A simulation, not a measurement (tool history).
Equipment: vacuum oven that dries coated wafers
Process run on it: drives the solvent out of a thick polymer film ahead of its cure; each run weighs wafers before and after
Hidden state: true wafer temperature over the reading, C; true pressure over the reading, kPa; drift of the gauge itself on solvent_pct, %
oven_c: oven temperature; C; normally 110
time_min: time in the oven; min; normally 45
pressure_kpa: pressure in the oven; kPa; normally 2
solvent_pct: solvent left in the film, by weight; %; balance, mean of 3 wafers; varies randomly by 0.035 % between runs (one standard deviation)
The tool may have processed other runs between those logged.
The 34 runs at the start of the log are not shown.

run,day,oven_c,time_min,pressure_kpa,hours of work since the thermocouples were calibrated,hours of work since the vacuum gauge was cleaned of residue,solvent_pct
35,58.346,124,53,4.14,452,471,1.98
36,59.362,124,53,4.14,467,486,1.93
37,60.733,121,75,2.28,488,507,1.17
38,62.729,118,25,1.24,518,537,2.11
39,64.642,118,25,1.24,547,566,2.17
40,66.271,118,25,3.43,571,591,3.21
41,67.846,118,25,3.43,595,614,3.2
42,69.992,118,25,3.43,627,647,3.22
43,72.25,113,80,2,661,681,1.44
44,73.95,118,45,2.26,687,706,1.64
45,76.175,107,41,1.91,721,740,3.33

Branching from run 45: 5 alternative next runs. What would each branch give?
A,77.867,98,41,1.91,746,766,?
B,77.867,118,41,1.66,746,766,?
C,77.867,98,43,1.91,746,766,?
D,77.867,99,41,1.44,746,766,?
E,77.867,109,73,2.58,746,766,?

run,solvent_pct
A,5.65
B,1.35
C,5.48
D,4.99
E,2.27
The same runs, with their run-to-run variation unchanged, on a tool lacking any hidden condition would have given:
run,solvent_pct
A,5.7
B,1.3
C,5.53
D,5.04
E,2.2

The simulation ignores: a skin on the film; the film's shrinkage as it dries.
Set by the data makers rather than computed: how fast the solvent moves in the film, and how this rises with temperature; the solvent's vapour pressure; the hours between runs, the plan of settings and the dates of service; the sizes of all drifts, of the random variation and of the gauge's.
